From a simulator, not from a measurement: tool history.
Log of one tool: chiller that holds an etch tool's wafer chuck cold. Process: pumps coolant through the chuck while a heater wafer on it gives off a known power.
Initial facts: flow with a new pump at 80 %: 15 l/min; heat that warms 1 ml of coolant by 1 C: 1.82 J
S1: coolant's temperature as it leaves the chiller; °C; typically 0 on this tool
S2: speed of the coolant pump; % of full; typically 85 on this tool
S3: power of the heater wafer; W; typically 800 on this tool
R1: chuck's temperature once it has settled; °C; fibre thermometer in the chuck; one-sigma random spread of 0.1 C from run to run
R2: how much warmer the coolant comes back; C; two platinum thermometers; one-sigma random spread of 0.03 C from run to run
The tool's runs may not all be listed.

run	hour	S1	S2	S3	R1	R2
1	0	0	85	800	5.7	1.76
2	34.9	0	72	800	6.2	2.09
3	84.1	0	72	800	6.2	2.01
4	132.8	0	72	515	4.2	1.3
5	177	0	95	800	5.2	1.54
6	199.5	0	95	800	5.3	1.58
7	229.1	0	85	539	3.9	1.19
8	282.8	0	85	800	5.7	1.71
9	312.8	0	78	800	5.8	1.88
10	352.3	0	78	800	6.2	1.84
11	405.8	0	85	692	4.9	1.49
12	434.8	0	85	692	5	1.52
13	466.8	4	61	729	10.4	2.22
14	494.8	-8	74	800	-1.9	2.08
15	528.1	-8	74	800	-1.9	2.03
16	560.4	-8	74	800	-1.7	2.02
17	606.8	-8	74	800	-1.7	1.95
18	659.4	0	99	704	4.6	1.35
19	697.9	-10	74	1029	-2	2.63
20	736.3	-10	74	1029	-1.9	2.59
21	777.7	-10	74	586	-5.3	1.47
22	830.9	-10	74	586	-5.2	1.55
23	885.2	0	95	800	5.5	1.56
24	911.8	0	95	800	5.6	1.6

4 ways to go on from here, each from the tool as it stands after run 24. What would each give?
A	959.8	1	85	800	?	?
B	959.8	-2	94	422	?	?
C	959.8	7	95	838	?	?
D	959.8	0	95	1108	?	?

run	R1	R2
A	7	1.78
B	0.9	0.87
C	12.8	1.74
D	7.6	2.22
With no hidden state in the tool, these same runs would have given:
run	R1	R2
A	5.7	1.67
B	0.1	0.81
C	11.6	1.63
D	6	2.08
